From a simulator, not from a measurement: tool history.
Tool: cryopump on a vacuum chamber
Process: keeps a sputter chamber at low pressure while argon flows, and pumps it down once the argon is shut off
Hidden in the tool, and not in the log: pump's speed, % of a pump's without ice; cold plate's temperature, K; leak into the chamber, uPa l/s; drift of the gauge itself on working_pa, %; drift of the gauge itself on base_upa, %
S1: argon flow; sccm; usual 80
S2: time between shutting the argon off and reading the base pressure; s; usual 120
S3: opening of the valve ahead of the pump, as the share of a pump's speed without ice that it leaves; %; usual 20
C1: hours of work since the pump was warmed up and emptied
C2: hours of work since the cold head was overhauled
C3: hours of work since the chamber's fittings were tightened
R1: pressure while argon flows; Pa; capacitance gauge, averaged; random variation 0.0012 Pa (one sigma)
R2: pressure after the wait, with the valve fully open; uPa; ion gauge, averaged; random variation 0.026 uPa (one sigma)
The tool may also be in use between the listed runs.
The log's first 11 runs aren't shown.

| run | hour | S1 | S2 | S3 | C1 | C2 | C3 | R1 | R2 |
|---|---|---|---|---|---|---|---|---|---|
| 12 | 484.1 | 81 | 120 | 20 | 609 | 609 | 738 | 0.4859 | 1.63 |
| 13 | 523.6 | 81 | 120 | 20 | 643 | 643 | 772 | 0.489 | 1.66 |
| 14 | 575.6 | 81 | 120 | 20 | 687 | 687 | 816 | 0.49 | 1.72 |
| 15 | 632 | 80 | 120 | 20 | 735 | 735 | 864 | 0.4864 | 1.71 |
| 16 | 688.8 | 80 | 120 | 38 | 784 | 784 | 913 | 0.2617 | 1.8 |
| 17 | 737.7 | 80 | 120 | 38 | 825 | 825 | 954 | 0.2626 | 1.83 |
| 18 | 781.8 | 98 | 67 | 20 | 863 | 863 | 992 | 0.5956 | 2.6 |
| 19 | 834.4 | 98 | 67 | 20 | 908 | 908 | 1037 | 0.6001 | 2.53 |
| 20 | 889.1 | 42 | 115 | 20 | 954 | 954 | 1083 | 0.256 | 1.96 |
| 21 | 927.8 | 42 | 115 | 20 | 987 | 987 | 1116 | 0.257 | 2.1 |
| 22 | 979.8 | 42 | 115 | 20 | 1031 | 1031 | 1160 | 0.256 | 2.01 |
| 23 | 1034.5 | 128 | 105 | 20 | 1078 | 1078 | 1207 | 0.7857 | 2.2 |
|  | 1082.6 | pump warmed up, emptied and cooled again |
| 24 | 1083.2 | 128 | 105 | 20 | 1 | 1115 | 1244 | 0.7601 | 2.03 |

Forecast run 25:
| 25 | 1108.1 | 128 | 44 | 20 | 22 | 1137 | 1265 | ? | ? |

Run 25 gave R1 0.7618 Pa, R2 3.41 uPa.
Without the tool's hidden state the same run would have given R1 0.7595 Pa, R2 2.53 uPa.
